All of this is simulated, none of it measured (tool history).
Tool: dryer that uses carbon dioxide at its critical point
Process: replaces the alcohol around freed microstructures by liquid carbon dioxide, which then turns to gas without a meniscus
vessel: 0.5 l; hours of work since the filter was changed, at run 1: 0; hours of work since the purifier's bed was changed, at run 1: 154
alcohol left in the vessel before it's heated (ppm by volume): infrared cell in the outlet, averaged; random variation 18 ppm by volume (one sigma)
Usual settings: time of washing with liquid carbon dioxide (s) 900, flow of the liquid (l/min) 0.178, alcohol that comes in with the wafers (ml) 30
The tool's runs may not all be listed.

run   hour  time of washing with liquid carbon dioxide (s)  flow of the liquid (l/min)  alcohol that comes in with the wafers (ml)  hours of work since the filter was changed  hours of work since the purifier's bed was changed  alcohol left in the vessel before it's heated (ppm by volume)
  1    0.0                                             900                       0.178                                          30                                           0                                                 154                                                           1171
  2    9.5                                             900                       0.178                                          30                                           6                                                 159                                                           1215
  3   15.5                                             900                       0.178                                          30                                           9                                                 163                                                           1225
  4   24.9                                             900                       0.178                                          30                                          15                                                 169                                                           1214
  5   31.7                                             900                       0.178                                          30                                          19                                                 173                                                           1245
  6   38.8                                             900                       0.178                                          63                                          23                                                 177                                                           2614
  7   43.8                                             900                       0.178                                          45                                          26                                                 180                                                           1832
  8   50.8                                             900                       0.178                                          30                                          30                                                 184                                                           1213
  9   61.0                                             900                       0.178                                          30                                          37                                                 190                                                           1235
 10   70.4                                             900                       0.178                                          30                                          42                                                 196                                                           1268
 11   80.5                                             900                       0.178                                          44                                          48                                                 202                                                           1888
 12   88.1                                             840                       0.178                                          30                                          53                                                 207                                                           1674
 13   97.9                                             900                       0.178                                          30                                          59                                                 212                                                           1324
 14  108.4                                             660                       0.178                                          30                                          65                                                 219                                                           3671
 15  117.3                                             660                       0.178                                          30                                          70                                                 224                                                           3587
 16  125.1                                             540                       0.178                                          23                                          75                                                 229                                                           4730
 17  134.3                                            1200                       0.226                                          99                                          80                                                 234                                                            313
 18  139.1                                            1200                       0.226                                          99                                          83                                                 237                                                            316
 19  149.7                                             900                       0.180                                         106                                          90                                                 243                                                           4751
 20  158.8                                            1260                       0.289                                          65                                          95                                                 249                                                             44
 21  163.9                                            1140                       0.243                                          37                                          98                                                 252                                                            122
 22  169.2                                             840                       0.157                                          30                                         101                                                 255                                                           2760
 23  175.7                                             900                       0.266                                          30                                         105                                                 259                                                            214
 24  181.3                                             900                       0.266                                          30                                         109                                                 262                                                            232
 25  186.6                                             780                       0.178                                          20                                         112                                                 266                                                           1594
 26  192.5                                             780                       0.178                                          20                                         115                                                 269                                                           1562
 27  199.4                                             900                       0.293                                          23                                         119                                                 273                                                            110
 28  207.5                                             900                       0.293                                          23                                         124                                                 278                                                            113

Forecast each of these 3 alternatives for the next run:
  A  213.4                                             900                       0.178                                          26                                         128                                                 282                                                              ?
  B  213.4                                             900                       0.178                                          70                                         128                                                 282                                                              ?
  C  213.4                                             720                       0.293                                          59                                         128                                                 282                                                              ?

run  alcohol left in the vessel before it's heated (ppm by volume)
  A                                                           1286
  B                                                           3416
  C                                                            803
Without the tool's hidden state the same runs would have given:
run  alcohol left in the vessel before it's heated (ppm by volume)
  A                                                           1021
  B                                                           2736
  C                                                            589
